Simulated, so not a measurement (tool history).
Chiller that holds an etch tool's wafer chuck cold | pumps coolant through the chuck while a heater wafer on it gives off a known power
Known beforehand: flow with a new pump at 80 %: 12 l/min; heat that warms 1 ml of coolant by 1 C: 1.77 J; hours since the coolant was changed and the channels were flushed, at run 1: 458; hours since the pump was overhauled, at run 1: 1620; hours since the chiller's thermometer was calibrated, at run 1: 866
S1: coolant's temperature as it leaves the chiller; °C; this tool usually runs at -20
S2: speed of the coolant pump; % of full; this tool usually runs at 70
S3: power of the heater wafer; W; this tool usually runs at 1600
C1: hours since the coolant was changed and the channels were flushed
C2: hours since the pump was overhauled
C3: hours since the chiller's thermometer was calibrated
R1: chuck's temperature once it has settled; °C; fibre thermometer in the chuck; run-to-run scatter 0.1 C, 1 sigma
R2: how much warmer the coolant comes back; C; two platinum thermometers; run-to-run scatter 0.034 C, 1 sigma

run,hour,S1,S2,S3,C1,C2,C3,R1,R2
1,0,-20,70,1600,458,1620,866,-4.5,5.41
2,204.4,-26,70,1600,662,1824,1070,-10.4,5.39
3,413.2,-26,70,1600,871,2033,1279,-10.5,5.44
4,553.9,-28,70,1600,1012,2173,1420,-12.2,5.46
5,753,-28,70,1600,1211,2373,1619,-11.9,5.46
6,897.9,-28,70,1600,1356,2518,1764,-12.1,5.54
7,1029.3,-28,70,1600,1487,2649,1895,-11.9,5.54
8,1135.8,-20,70,1839,1593,2755,2002,-1.3,6.38
9,1297.7,-20,71,1839,1755,2917,2163,-1.5,6.28
# hour 1510.2: chiller's thermometer calibrated
10,1518.3,-20,71,1839,1975,3137,8,-1.1,6.25
11,1726,-20,71,1839,2183,3345,216,-0.9,6.27
12,1840.3,-20,70,1600,2297,3459,330,-3.1,5.66
13,2027.9,-14,70,1600,2485,3647,518,3.1,5.67
14,2186.4,-20,87,1600,2643,3805,676,-5.9,4.44
15,2292.9,-20,70,1600,2750,3912,783,-2.8,5.71
16,2447.7,-20,70,1600,2904,4066,937,-2.6,5.69
17,2623.9,-15,89,1955,3081,4242,1114,2.3,5.42
18,2801.8,-22,65,1955,3259,4420,1292,1,7.62
19,2946,-22,60,1808,3403,4565,1436,1.1,7.83
20,3080.5,-22,60,1808,3537,4699,1570,1.3,7.79
21,3175.3,-25,79,1600,3632,4794,1665,-9,5.05
22,3341.5,-13,75,1651,3798,4960,1831,4.4,5.6
23,3483.1,-28,96,1600,3940,5102,1973,-14.4,4.13
24,3659.7,-20,92,1600,4116,5278,2149,-5.7,4.39
25,3754.2,-22,92,1930,4211,5373,2244,-4.8,5.24
# hour 3894.4: chiller's thermometer calibrated
26,3980.1,-23,70,1489,4436,5598,86,-5.5,5.44
27,4192.2,-27,74,1778,4648,5810,298,-7.1,6.21
28,4402,-25,92,1600,4858,6020,508,-10.3,4.47
# hour 4455.1: coolant changed, channels flushed
29,4595.8,-13,67,1600,141,6207,695,4.5,6.24
30,4733.7,-20,72,999,279,6345,833,-9.9,3.64
31,4921.6,-20,71,1218,466,6533,1021,-7.3,4.53

Measured minus without-hidden-state, run by run (identical run-to-run variation in each term; gauge scatter may differ):
What the log doesn't record here: heat passed by the chuck's channels, % of clean ones'; flow at a given pump speed, % of a new pump's; coolant's true temperature over the reading, C; drift of the gauge itself on chuck_c, C; drift of the gauge itself on warmer_back_c, C.
run,R1,R2
1,+0.6,+0.19
2,+0.7,+0.21
3,+0.8,+0.23
4,+0.9,+0.25
5,+1,+0.27
6,+1.1,+0.3
7,+1.1,+0.31
8,+1.5,+0.37
9,+1.5,+0.39
10,+2,+0.42
11,+2.2,+0.44
12,+2,+0.41
13,+2.1,+0.44
14,+1.8,+0.36
15,+2.3,+0.47
16,+2.4,+0.49
17,+2.5,+0.49
18,+3.5,+0.71
19,+3.6,+0.75
20,+3.8,+0.78
21,+2.7,+0.52
22,+3,+0.59
23,+2.4,+0.45
24,+2.6,+0.49
25,+3.3,+0.6
26,+3.5,+0.65
27,+4.2,+0.77
28,+3.1,+0.57
29,+1.9,+0.82
30,+1.1,+0.49
31,+1.5,+0.63
